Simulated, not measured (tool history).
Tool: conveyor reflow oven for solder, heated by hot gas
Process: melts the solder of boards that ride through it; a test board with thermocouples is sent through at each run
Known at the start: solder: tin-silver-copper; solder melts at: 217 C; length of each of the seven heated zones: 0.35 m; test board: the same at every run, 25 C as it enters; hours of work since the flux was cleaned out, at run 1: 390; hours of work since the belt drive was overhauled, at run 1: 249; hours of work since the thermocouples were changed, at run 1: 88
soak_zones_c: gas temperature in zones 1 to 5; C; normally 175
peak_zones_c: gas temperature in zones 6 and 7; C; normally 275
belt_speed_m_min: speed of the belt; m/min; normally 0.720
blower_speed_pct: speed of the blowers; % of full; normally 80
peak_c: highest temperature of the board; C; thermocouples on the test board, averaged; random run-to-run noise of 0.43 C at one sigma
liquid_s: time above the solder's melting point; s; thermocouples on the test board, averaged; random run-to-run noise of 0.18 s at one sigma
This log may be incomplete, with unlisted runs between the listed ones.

| run | day | soak_zones_c | peak_zones_c | belt_speed_m_min | blower_speed_pct | hours of work since the flux was cleaned out | hours of work since the belt drive was overhauled | hours of work since the thermocouples were changed | peak_c | liquid_s |
|---|---|---|---|---|---|---|---|---|---|---|
| 1 | 0.000 | 175 | 275 | 0.720 | 80 | 390 | 249 | 88 | 259.1 | 47.5 |
| 2 | 1.954 | 175 | 275 | 0.720 | 85 | 409 | 268 | 107 | 259.6 | 48.0 |
| 3 | 3.125 | 175 | 275 | 0.720 | 85 | 421 | 280 | 118 | 260.1 | 47.9 |
| 4 | 5.125 | 175 | 276 | 0.720 | 85 | 440 | 299 | 138 | 260.5 | 48.3 |
| 5 | 7.021 | 175 | 276 | 0.720 | 85 | 458 | 318 | 156 | 260.9 | 48.1 |
|  | 8.879 | flux residue cleaned out of gas plates and filters |
| 6 | 9.262 | 175 | 275 | 0.720 | 80 | 4 | 337 | 176 | 261.4 | 49.0 |
| 7 | 10.388 | 175 | 277 | 0.720 | 80 | 15 | 348 | 187 | 262.6 | 49.3 |
| 8 | 11.850 | 175 | 275 | 0.809 | 80 | 29 | 363 | 201 | 257.0 | 41.6 |

Predict the results of run 9:
| 9 | 13.621 | 168 | 268 | 0.646 | 80 | 46 | 380 | 218 | ? | ? |

peak_c: 256.4 C
liquid_s: 51.1 s
With no hidden state in the tool, this same run would have given peak_c 257.1 C, liquid_s 51.2 s.

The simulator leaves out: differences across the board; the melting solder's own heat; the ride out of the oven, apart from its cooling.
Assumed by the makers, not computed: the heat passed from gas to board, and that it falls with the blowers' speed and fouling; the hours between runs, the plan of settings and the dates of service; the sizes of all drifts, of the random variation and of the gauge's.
